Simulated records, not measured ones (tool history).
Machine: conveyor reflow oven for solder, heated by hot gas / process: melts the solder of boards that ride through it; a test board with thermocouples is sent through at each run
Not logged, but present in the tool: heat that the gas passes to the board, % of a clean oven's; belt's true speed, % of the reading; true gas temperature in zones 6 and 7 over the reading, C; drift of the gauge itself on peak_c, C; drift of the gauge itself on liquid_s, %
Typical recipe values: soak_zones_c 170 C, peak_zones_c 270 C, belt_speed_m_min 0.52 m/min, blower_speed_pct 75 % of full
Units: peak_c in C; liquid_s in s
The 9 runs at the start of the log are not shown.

run,hour,soak_zones_c,peak_zones_c,belt_speed_m_min,blower_speed_pct,hours of work since the flux was cleaned out,hours of work since the belt drive was overhauled,hours of work since the thermocouples were changed,peak_c,liquid_s
10,88.4,163,270,0.52,75,311,369,443,259.2,54.6
11,102.3,163,270,0.52,75,318,376,450,259.4,54.2
12,112.5,163,270,0.52,75,323,381,456,259.3,54.5
13,123.1,170,270,0.52,75,329,387,461,260.2,56.9
14,136,170,270,0.52,75,336,394,468,260.3,56.5
15,148.3,170,270,0.52,75,342,400,475,260.3,56.5
16,161.6,170,270,0.52,75,349,407,482,260.2,56.3
17,176.4,170,270,0.567,85,357,415,490,259.6,51.7
# hour 182.5: flux residue cleaned out of gas plates and filters
18,188.1,170,270,0.438,52,3,419,493,259.3,66.9
19,197.6,170,270,0.527,61,8,424,498,255.3,52.6
20,208.4,170,270,0.527,61,14,429,504,255.8,52.7
21,217.9,170,270,0.616,75,19,434,509,253.6,43.3
22,230.1,170,270,0.616,75,25,441,515,253.7,43.8

Run 23, settings as shown, results not yet in. Your forecast:
23,245.1,170,270,0.616,75,33,449,523,?,?

peak_c: 253.6 C
liquid_s: 43.6 s
Were there no unlogged condition in the tool, this run, its random variation unchanged, would have produced peak_c 255.1 C, liquid_s 44.5 s.
